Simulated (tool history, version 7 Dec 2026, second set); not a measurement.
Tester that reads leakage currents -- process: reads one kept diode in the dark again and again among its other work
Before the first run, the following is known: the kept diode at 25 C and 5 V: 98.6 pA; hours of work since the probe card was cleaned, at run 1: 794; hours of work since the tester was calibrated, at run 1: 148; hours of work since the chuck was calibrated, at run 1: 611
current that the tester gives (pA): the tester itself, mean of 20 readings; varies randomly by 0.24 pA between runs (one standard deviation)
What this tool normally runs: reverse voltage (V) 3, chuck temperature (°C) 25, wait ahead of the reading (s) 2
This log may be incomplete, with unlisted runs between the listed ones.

run    hour  reverse voltage (V)  chuck temperature (°C)  wait ahead of the reading (s)  hours of work since the probe card was cleaned  hours of work since the tester was calibrated  hours of work since the chuck was calibrated  current that the tester gives (pA)
  1       0                    3                      25                              2                                             794                                            148                                           611                               75.28
  2    30.3                    3                      25                              2                                             815                                            169                                           632                               74.63
  3    78.8                    3                      25                              2                                             849                                            203                                           666                               74.52
  4     105                13.13                      25                              2                                             867                                            221                                           684                              155.13
  5     143                13.13                      25                              2                                             893                                            247                                           711                              155.63
  6   194.3                 1.55                      25                              2                                             929                                            283                                           746                               53.78
  7   252.2                13.11                      25                              2                                             969                                            323                                           786                              154.61
  8   289.3                13.11                      25                              2                                             995                                            349                                           812                               154.6
  9   341.4                    3                      25                              2                                            1031                                            385                                           848                               73.43
 10   380.4                    3                      25                              2                                            1058                                            412                                           875                               72.98
      405.5  -- probe card cleaned and baked
 11   416.1                    3                      25                              2                                               7                                            435                                           898                               67.26
 12   474.6                    3                      25                              2                                              48                                            475                                           939                               67.18
 13   529.7                    3                      45                              2                                              86                                            513                                           977                              341.34
 14   590.4                    3                      45                              2                                             128                                            555                                          1019                              338.94
 15   648.9                    3                      45                              2                                             169                                            596                                          1060                               337.5
 16   687.9                    3                      45                              2                                             196                                            623                                          1087                                 335
 17   735.9                    3                      45                              2                                             229                                            656                                          1120                              335.98
      762.1  -- chuck's temperature calibrated
 18   788.5                    3                      45                              2                                             264                                            692                                            18                              311.02
 19   848.1                    3                      45                              2                                             306                                            733                                            60                              307.13
 20   884.1                    3                      25                              2                                             331                                            758                                            85                               60.28
      889.4  -- chuck's temperature calibrated, once more
 21   923.2                    3                      25                              2                                             356                                            784                                            23                               79.58
 22     984                    3                      25                              2                                             399                                            826                                            66                               79.61
 23  1015.6                18.08                      35                              2                                             421                                            848                                            88                              403.52
 24  1077.7                 3.09                      28                           2.46                                             464                                            891                                           131                              102.59
 25  1126.9                    3                      57                              2                                             498                                            925                                           165                              932.34
 26  1173.5                 2.11                      57                            5.9                                             530                                            957                                           197                              788.17
 27  1223.9                 2.61                      32                           1.65                                             565                                            992                                           232                              130.66
 28  1262.9                 2.61                      32                           1.65                                             592                                           1019                                           259                              129.67
 29  1302.8                 2.43                      27                           1.21                                             620                                           1047                                           287                               82.79
 30  1336.1                 1.06                      28                           3.46                                             643                                           1070                                           310                               61.41
 31  1366.1                 1.06                      28                           3.46                                             664                                           1091                                           331                                61.4
 32  1419.6                 1.52                      23                              2                                             701                                           1128                                           368                               47.07
 33  1473.7                 1.52                      23                              2                                             738                                           1166                                           405                               47.21
 34  1520.7                 1.52                      27                              2                                             771                                           1198                                           438                               65.34
 35  1577.5                 4.15                      44                           3.56                                             810                                           1238                                           477                              396.91
 36  1612.5                  9.3                      44                           7.56                                             835                                           1262                                           502                              570.88
 37  1655.4                 2.51                      34                           0.66                                             864                                           1292                                           531                              144.33
 38  1702.7                 2.51                      34                           0.66                                             897                                           1324                                           564                              143.93
 39  1759.5                 4.48                      43                           5.54                                             937                                           1364                                           604                              376.82
 40  1817.1                 6.56                      40                              2                                             977                                           1404                                           644                              354.19

3 options for the next run, each taken on its own from the tool as it stands now. Forecast them:
  A  1858.6                11.01                      25                              2                                            1005                                           1433                                           672                                   ?
  B  1858.6                 1.43                      34                           6.04                                            1005                                           1433                                           672                                   ?
  C  1858.6                18.74                      29                           1.22                                            1005                                           1433                                           672                                   ?

run  current that the tester gives (pA)
  A                              143.64
  B                              109.13
  C                              255.67
With no hidden state in the tool, these same runs would have given:
run  current that the tester gives (pA)
  A                              141.09
  B                               120.4
  C                              251.96
